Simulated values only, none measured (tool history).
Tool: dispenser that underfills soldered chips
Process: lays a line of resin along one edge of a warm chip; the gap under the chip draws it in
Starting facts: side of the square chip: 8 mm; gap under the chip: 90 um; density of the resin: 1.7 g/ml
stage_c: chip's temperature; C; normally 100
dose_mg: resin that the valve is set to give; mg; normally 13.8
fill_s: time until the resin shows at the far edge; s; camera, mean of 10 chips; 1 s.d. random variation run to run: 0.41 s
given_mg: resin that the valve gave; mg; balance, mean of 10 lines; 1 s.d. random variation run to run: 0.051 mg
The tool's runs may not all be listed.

run	hour	stage_c	dose_mg	fill_s	given_mg
1	0.0	100	13.8	35.0	13.48
2	3.4	100	13.8	41.3	13.47
# hour 5.3: new syringe of resin
3	9.7	100	13.8	34.7	13.51
4	15.3	100	13.8	43.9	13.41
# hour 16.3: new syringe of resin
5	21.6	100	13.8	35.4	13.43
6	24.8	100	13.8	41.2	13.37
# hour 27.2: new syringe of resin
7	28.5	100	13.6	30.3	13.20
8	31.6	100	13.8	34.0	13.29
9	36.8	100	13.8	43.8	13.37
# hour 38.1: new syringe of resin
10	41.6	100	13.8	33.6	13.19
11	47.7	100	13.8	44.2	13.24
# hour 49.5: new syringe of resin
# hour 51.6: dispensing valve cleaned and set on the balance
12	54.4	100	15.1	32.7	15.18
13	60.0	100	15.1	42.1	15.05
# hour 61.6: new syringe of resin
14	66.9	105	13.4	30.5	13.29
15	69.7	105	13.4	33.6	13.25
# hour 72.9: new syringe of resin
16	75.0	100	12.1	32.0	11.95
17	78.6	100	12.1	38.1	11.95
# hour 83.8: new syringe of resin
18	84.5	100	12.1	30.3	11.87
19	91.2	107	14.3	30.5	13.99
# hour 94.7: new syringe of resin
20	96.4	100	14.3	31.3	13.97
21	100.3	100	14.3	36.5	13.96
22	104.9	111	12.7	32.2	12.29
# hour 105.8: new syringe of resin
23	108.5	108	17.0	24.5	16.47
24	112.1	115	13.7	22.2	13.21

Branching from run 24: 5 alternative next runs. What would each branch give?
# hour 117.0: new syringe of resin
A	118.8	100	15.1	?	?
# hour 117.0: new syringe of resin
B	118.8	100	13.5	?	?
# hour 117.0: new syringe of resin
C	118.8	111	12.8	?	?
# hour 117.0: new syringe of resin
D	118.8	112	17.0	?	?
# hour 117.0: new syringe of resin
E	118.8	110	16.7	?	?

run	fill_s	given_mg
A	30.3	14.57
B	30.7	12.96
C	20.9	12.38
D	19.2	16.36
E	21.1	16.15
Without the tool's hidden state the same runs would have given:
run	fill_s	given_mg
A	27.5	15.11
B	27.6	13.44
C	18.8	12.84
D	17.4	16.97
E	19.2	16.75
